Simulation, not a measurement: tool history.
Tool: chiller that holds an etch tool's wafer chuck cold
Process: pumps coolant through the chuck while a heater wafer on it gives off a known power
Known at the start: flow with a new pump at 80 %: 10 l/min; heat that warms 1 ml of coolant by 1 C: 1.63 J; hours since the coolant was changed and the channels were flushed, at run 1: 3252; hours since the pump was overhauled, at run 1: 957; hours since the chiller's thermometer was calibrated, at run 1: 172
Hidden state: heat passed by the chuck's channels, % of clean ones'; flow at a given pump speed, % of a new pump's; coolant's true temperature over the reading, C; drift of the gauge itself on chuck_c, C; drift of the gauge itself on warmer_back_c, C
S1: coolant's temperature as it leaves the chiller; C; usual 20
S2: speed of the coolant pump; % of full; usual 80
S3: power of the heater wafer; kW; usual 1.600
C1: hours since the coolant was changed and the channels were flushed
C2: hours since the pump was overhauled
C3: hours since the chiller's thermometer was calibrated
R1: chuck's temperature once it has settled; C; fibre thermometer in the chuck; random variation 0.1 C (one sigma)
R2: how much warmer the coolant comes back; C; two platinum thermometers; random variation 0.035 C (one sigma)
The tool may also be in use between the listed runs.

Run 1, hour 0.0: usual settings; C1 3252; C2 957; C3 172. Result: R1 33.6 C, R2 5.97 C.
Run 2, hour 19.6: usual settings; C1 3271; C2 976; C3 192. Result: R1 33.6 C, R2 5.92 C.
Run 3, hour 36.6: usual settings; C1 3288; C2 993; C3 209. Result: R1 33.5 C, R2 5.93 C.
Run 4, hour 71.1: usual settings; C1 3323; C2 1028; C3 243. Result: R1 33.5 C, R2 6.08 C.
Run 5, hour 95.2: usual settings; C1 3347; C2 1052; C3 267. Result: R1 33.8 C, R2 6.00 C.
Run 6, hour 119.0: usual settings but S1 27 C; C1 3371; C2 1076; C3 291. Result: R1 40.5 C, R2 5.99 C.
Run 7, hour 142.1: usual settings; C1 3394; C2 1099; C3 314. Result: R1 33.6 C, R2 6.05 C.
Run 8, hour 178.4: usual settings but S1 22 C; C1 3430; C2 1135; C3 351. Result: R1 35.6 C, R2 6.02 C.
Run 9, hour 215.8: usual settings but S1 22 C; C1 3468; C2 1173; C3 388. Result: R1 35.6 C, R2 6.07 C.
Run 10, hour 247.4: usual settings but S1 22 C; C1 3499; C2 1204; C3 420. Result: R1 35.5 C, R2 6.05 C.
Run 11, hour 284.7: usual settings but S1 22 C; C1 3536; C2 1241; C3 457. Result: R1 35.6 C, R2 6.04 C.
Run 12, hour 322.2: usual settings; C1 3574; C2 1279; C3 494. Result: R1 33.5 C, R2 6.00 C.
Run 13, hour 350.7: usual settings but S3 1.933 kW; C1 3602; C2 1307; C3 523. Result: R1 36.4 C, R2 7.23 C.
Run 14, hour 366.5: usual settings but S3 1.933 kW; C1 3618; C2 1323; C3 539. Result: R1 36.6 C, R2 7.31 C.
Run 15, hour 387.4: usual settings but S1 17 C; C1 3639; C2 1344; C3 560. Result: R1 30.8 C, R2 6.01 C.
Run 16, hour 405.3: usual settings but S2 69 % of full; C1 3657; C2 1362; C3 577. Result: R1 35.7 C, R2 7.04 C.
Run 17, hour 435.6: usual settings but S1 25 C; C1 3687; C2 1392; C3 608. Result: R1 38.7 C, R2 6.04 C.
Run 18, hour 471.0: usual settings but S1 15 C, S2 81 % of full; C1 3723; C2 1428; C3 643. Result: R1 28.6 C, R2 5.92 C.
Run 19, hour 487.9: usual settings but S1 15 C, S2 81 % of full; C1 3740; C2 1445; C3 660. Result: R1 28.7 C, R2 5.96 C.
Run 20, hour 513.5: usual settings but S1 12 C, S3 1.728 kW; C1 3765; C2 1470; C3 686. Result: R1 26.8 C, R2 6.54 C.
Run 21, hour 542.7: usual settings but S1 12 C, S3 1.728 kW; C1 3794; C2 1499; C3 715. Result: R1 26.9 C, R2 6.47 C.
Run 22, hour 562.8: usual settings but S1 12 C, S3 1.728 kW; C1 3815; C2 1520; C3 735. Result: R1 26.8 C, R2 6.54 C.
Run 23, hour 598.6: usual settings but S1 12 C, S2 78 % of full, S3 1.728 kW; C1 3850; C2 1555; C3 771. Result: R1 27.3 C, R2 6.78 C.
Run 24, hour 634.8: usual settings but S1 12 C, S2 82 % of full, S3 1.159 kW; C1 3886; C2 1591; C3 807. Result: R1 21.7 C, R2 4.27 C.
Run 25, hour 655.1: usual settings but S1 21 C, S3 2.143 kW; C1 3907; C2 1612; C3 827. Result: R1 39.5 C, R2 8.04 C.
Run 26, hour 675.4: usual settings but S1 21 C, S3 1.330 kW; C1 3927; C2 1632; C3 848. Result: R1 32.3 C, R2 5.11 C.
Run 27, hour 708.5: usual settings but S1 29 C; C1 3960; C2 1665; C3 881. Result: R1 42.8 C, R2 6.08 C.
Run 28, hour 745.1: usual settings but S1 18 C, S3 0.858 kW; C1 3997; C2 1702; C3 917. Result: R1 25.5 C, R2 3.22 C.
Run 29, hour 769.0: usual settings but S1 18 C, S3 0.858 kW; C1 4021; C2 1726; C3 941. Result: R1 25.4 C, R2 3.25 C.
Run 30, hour 800.8: usual settings but S1 18 C, S3 0.858 kW; C1 4053; C2 1758; C3 973. Result: R1 25.4 C, R2 3.24 C.
Run 31, hour 835.7: usual settings but S2 61 % of full, S3 1.862 kW; C1 4087; C2 1792; C3 1008. Result: R1 40.9 C, R2 9.53 C.
Run 32, hour 851.9: usual settings but S2 67 % of full; C1 4104; C2 1809; C3 1024. Result: R1 36.3 C, R2 7.39 C.
Run 33, hour 877.4: usual settings but S2 62 % of full; C1 4129; C2 1834; C3 1050. Result: R1 37.9 C, R2 8.11 C.

Some steps in R1 between neighbouring runs. How much of each would the tool show without its hidden state too (settings, what came in, random variation), and how much is left for the hidden state, with any gauge scatter that isn't in both results?
Run 24 -> 25: S1 12 -> 21, S2 82 -> 80, S3 1.159 -> 2.143. R1 +17.8 C: hidden state +0.9, all else +16.9.
Run 25 -> 26: S3 2.143 -> 1.330. R1 -7.2 C: hidden state -0.7, all else -6.5.
Run 27 -> 28: S1 29 -> 18, S3 1.600 -> 0.858. R1 -17.3 C: hidden state -0.6, all else -16.7.
Run 30 -> 31: S1 18 -> 20, S2 80 -> 61, S3 0.858 -> 1.862. R1 +15.5 C: hidden state +1.4, all else +14.1.
